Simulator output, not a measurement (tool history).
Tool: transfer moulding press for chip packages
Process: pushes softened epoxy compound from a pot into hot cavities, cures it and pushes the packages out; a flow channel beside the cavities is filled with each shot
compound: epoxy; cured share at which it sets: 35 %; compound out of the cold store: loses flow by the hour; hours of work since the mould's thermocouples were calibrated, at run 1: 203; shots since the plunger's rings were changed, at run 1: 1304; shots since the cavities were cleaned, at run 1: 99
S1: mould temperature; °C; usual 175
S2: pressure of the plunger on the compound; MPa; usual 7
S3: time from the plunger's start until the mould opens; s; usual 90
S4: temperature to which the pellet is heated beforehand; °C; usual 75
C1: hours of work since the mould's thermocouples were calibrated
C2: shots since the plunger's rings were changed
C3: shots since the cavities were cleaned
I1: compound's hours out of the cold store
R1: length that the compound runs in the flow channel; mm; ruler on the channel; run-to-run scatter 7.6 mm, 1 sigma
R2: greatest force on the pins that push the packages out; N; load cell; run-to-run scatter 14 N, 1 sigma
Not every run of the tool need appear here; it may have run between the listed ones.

run   hour   S1    S2   S3  S4   C1    C2   C3    I1   R1    R2
  1      0  175     7   90  75  203  1304   99  39.4  800   750
  2   11.4  175     7   90  75  212  1496  291  39.8  802   917
  3   23.3  175  7.59   90  75  221  1695  490  24.9  901  1116
  4   32.4  175  7.59   90  75  228  1850  645  20.6  914  1197
  5   48.7  175  7.59   90  75  240  2123  918   8.9  981  1308
      53.9  -- cavities cleaned with cleaning compound and waxed
  6   68.1  175  8.22   90  75  254  2425  239  15.7  989   961
  7   78.6  175  8.22   90  75  262  2602  416  25.9  927  1047
  8   87.3  169     7   90  75  269  2748  562  14.2  935  1776
  9   98.8  169     7   90  75  278  2942  756  41.8  816  1643
 10  109.7  169     7   90  75  286  3126  940  17.6  908  1973
     112.9  -- cavities cleaned with cleaning compound and waxed
 11    126  169     7   90  75  297  3374  220  26.3  861  1433
 12  135.6  175     7   90  84  305  3535  381  43.3  759   957
 13  154.5  175     7  101  75  319  3855  701  36.6  787   861
 14  166.3  175     7  101  75  328  4052  898   9.6  921   992
     172.2  -- cavities cleaned with cleaning compound and waxed
 15  176.5  175  5.46  117  73  335  4200   73  31.1  711   495
 16  192.1  175  5.46  117  73  347  4462  335  24.6  743   638
 17  202.3  175  6.79  107  75  355  4633  506  23.4  825   785
 18  215.5  175     7   90  75  365  4855  728  33.6  798  1187
 19  223.8  175  7.96  104  75  371  4996  869  11.2  949   942
     231.8  -- cavities cleaned with cleaning compound and waxed
 20  241.8  175  5.53  104  70  384  5273  168  42.8  677   653
       260  -- mould's thermocouples calibrated
 21  260.4  175     7  107  75    0  5553  448    42  757   703
 22    273  175     7   90  83   10  5764  659  26.2  808  1068
 23    283  175     7   90  83   18  5933  828  24.3  821  1120
     293.8  -- cavities cleaned with cleaning compound and waxed
 24  304.5  175     7   85  75   33  6270  181  20.8  829   977

The next listed run, before its measurement:
 25  313.7  175   7  90  78  40  6424  335  20.5   ?   ?

R1: 830 mm
R2: 912 N
Take away the tool's hidden state, keep the run-to-run variation as it was, and the same run would have given R1 900 mm, R2 610 N.

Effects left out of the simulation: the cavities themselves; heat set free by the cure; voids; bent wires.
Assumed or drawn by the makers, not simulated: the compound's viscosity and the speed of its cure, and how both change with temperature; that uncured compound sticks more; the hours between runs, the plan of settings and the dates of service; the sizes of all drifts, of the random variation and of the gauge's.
